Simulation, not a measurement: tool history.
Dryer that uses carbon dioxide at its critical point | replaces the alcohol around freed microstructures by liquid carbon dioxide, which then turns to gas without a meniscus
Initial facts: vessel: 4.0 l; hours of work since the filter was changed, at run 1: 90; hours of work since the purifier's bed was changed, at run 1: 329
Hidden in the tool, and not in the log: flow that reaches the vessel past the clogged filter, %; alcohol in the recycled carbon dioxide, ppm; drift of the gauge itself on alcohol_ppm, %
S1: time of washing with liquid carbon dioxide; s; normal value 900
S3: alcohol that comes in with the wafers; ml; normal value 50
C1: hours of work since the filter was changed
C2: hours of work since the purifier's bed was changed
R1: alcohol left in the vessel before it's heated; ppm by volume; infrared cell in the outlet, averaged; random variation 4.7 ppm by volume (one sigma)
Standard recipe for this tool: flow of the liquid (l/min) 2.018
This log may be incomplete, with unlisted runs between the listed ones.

{"run": 1, "hour": 0.0, "S1": 900, "flow of the liquid (l/min)": 2.018, "S3": 50, "C1": 90, "C2": 329, "R1": 48}
{"run": 2, "hour": 39.5, "S1": 900, "flow of the liquid (l/min)": 2.018, "S3": 50, "C1": 105, "C2": 345, "R1": 61}
{"run": 3, "hour": 78.3, "S1": 900, "flow of the liquid (l/min)": 2.018, "S3": 50, "C1": 121, "C2": 360, "R1": 61}
{"run": 4, "hour": 115.1, "S1": 900, "flow of the liquid (l/min)": 2.018, "S3": 50, "C1": 136, "C2": 375, "R1": 61}
{"run": 5, "hour": 159.4, "S1": 900, "flow of the liquid (l/min)": 2.018, "S3": 50, "C1": 153, "C2": 393, "R1": 65}
{"run": 6, "hour": 181.5, "S1": 900, "flow of the liquid (l/min)": 2.018, "S3": 50, "C1": 162, "C2": 402, "R1": 61}
{"run": 7, "hour": 206.8, "S1": 900, "flow of the liquid (l/min)": 2.018, "S3": 50, "C1": 172, "C2": 412, "R1": 55}
{"run": 8, "hour": 247.3, "S1": 900, "flow of the liquid (l/min)": 2.018, "S3": 50, "C1": 189, "C2": 428, "R1": 68}
{"run": 9, "hour": 296.9, "S1": 900, "flow of the liquid (l/min)": 2.018, "S3": 37, "C1": 208, "C2": 448, "R1": 60}
{"run": 10, "hour": 324.3, "S1": 900, "flow of the liquid (l/min)": 2.018, "S3": 50, "C1": 219, "C2": 459, "R1": 75}
{"run": 11, "hour": 369.0, "S1": 900, "flow of the liquid (l/min)": 2.018, "S3": 50, "C1": 237, "C2": 477, "R1": 69}
{"run": 12, "hour": 421.4, "S1": 1260, "flow of the liquid (l/min)": 2.018, "S3": 50, "C1": 258, "C2": 498, "R1": 43}
{"hour": 446.6, "done": "inlet filter changed"}
{"run": 13, "hour": 455.6, "S1": 900, "flow of the liquid (l/min)": 1.53, "S3": 50, "C1": 4, "C2": 511, "R1": 137}
{"run": 14, "hour": 489.0, "S1": 1080, "flow of the liquid (l/min)": 2.46, "S3": 105, "C1": 17, "C2": 524, "R1": 46}
{"run": 15, "hour": 523.9, "S1": 540, "flow of the liquid (l/min)": 1.71, "S3": 40, "C1": 31, "C2": 538, "R1": 417}
{"run": 16, "hour": 570.6, "S1": 540, "flow of the liquid (l/min)": 1.71, "S3": 40, "C1": 50, "C2": 557, "R1": 440}
{"run": 17, "hour": 617.4, "S1": 780, "flow of the liquid (l/min)": 2.34, "S3": 25, "C1": 68, "C2": 576, "R1": 61}
{"run": 18, "hour": 657.5, "S1": 780, "flow of the liquid (l/min)": 2.34, "S3": 25, "C1": 85, "C2": 592, "R1": 55}
{"run": 19, "hour": 711.0, "S1": 780, "flow of the liquid (l/min)": 2.34, "S3": 26, "C1": 106, "C2": 613, "R1": 59}
{"run": 20, "hour": 736.1, "S1": 780, "flow of the liquid (l/min)": 2.34, "S3": 26, "C1": 116, "C2": 624, "R1": 57}
{"run": 21, "hour": 776.6, "S1": 1380, "flow of the liquid (l/min)": 2.51, "S3": 94, "C1": 132, "C2": 640, "R1": 44}
{"run": 22, "hour": 817.6, "S1": 540, "flow of the liquid (l/min)": 3.26, "S3": 27, "C1": 149, "C2": 656, "R1": 65}
{"run": 23, "hour": 858.3, "S1": 540, "flow of the liquid (l/min)": 1.47, "S3": 83, "C1": 165, "C2": 672, "R1": 1455}
{"run": 24, "hour": 890.0, "S1": 1260, "flow of the liquid (l/min)": 2.51, "S3": 83, "C1": 178, "C2": 685, "R1": 36}
{"run": 25, "hour": 931.7, "S1": 1260, "flow of the liquid (l/min)": 2.51, "S3": 83, "C1": 194, "C2": 702, "R1": 42}

What if the next run were any one of these 5? Each begins from the tool's condition after run 25:
{"run": "A", "hour": 980.8, "S1": 1080, "flow of the liquid (l/min)": 2.018, "S3": 50, "C1": 214, "C2": 722, "R1": "?"}
{"run": "B", "hour": 980.8, "S1": 1260, "flow of the liquid (l/min)": 2.51, "S3": 72, "C1": 214, "C2": 722, "R1": "?"}
{"run": "C", "hour": 980.8, "S1": 720, "flow of the liquid (l/min)": 2.018, "S3": 59, "C1": 214, "C2": 722, "R1": "?"}
{"run": "D", "hour": 980.8, "S1": 1020, "flow of the liquid (l/min)": 1.95, "S3": 32, "C1": 214, "C2": 722, "R1": "?"}
{"run": "E", "hour": 980.8, "S1": 900, "flow of the liquid (l/min)": 2.18, "S3": 50, "C1": 214, "C2": 722, "R1": "?"}

run=A R1=56
run=B R1=59
run=C R1=173
run=D R1=67
run=E R1=73
Without the tool's unlogged condition, the same runs would have read:
run=A R1=6
run=B R1=12
run=C R1=88
run=D R1=17
run=E R1=17
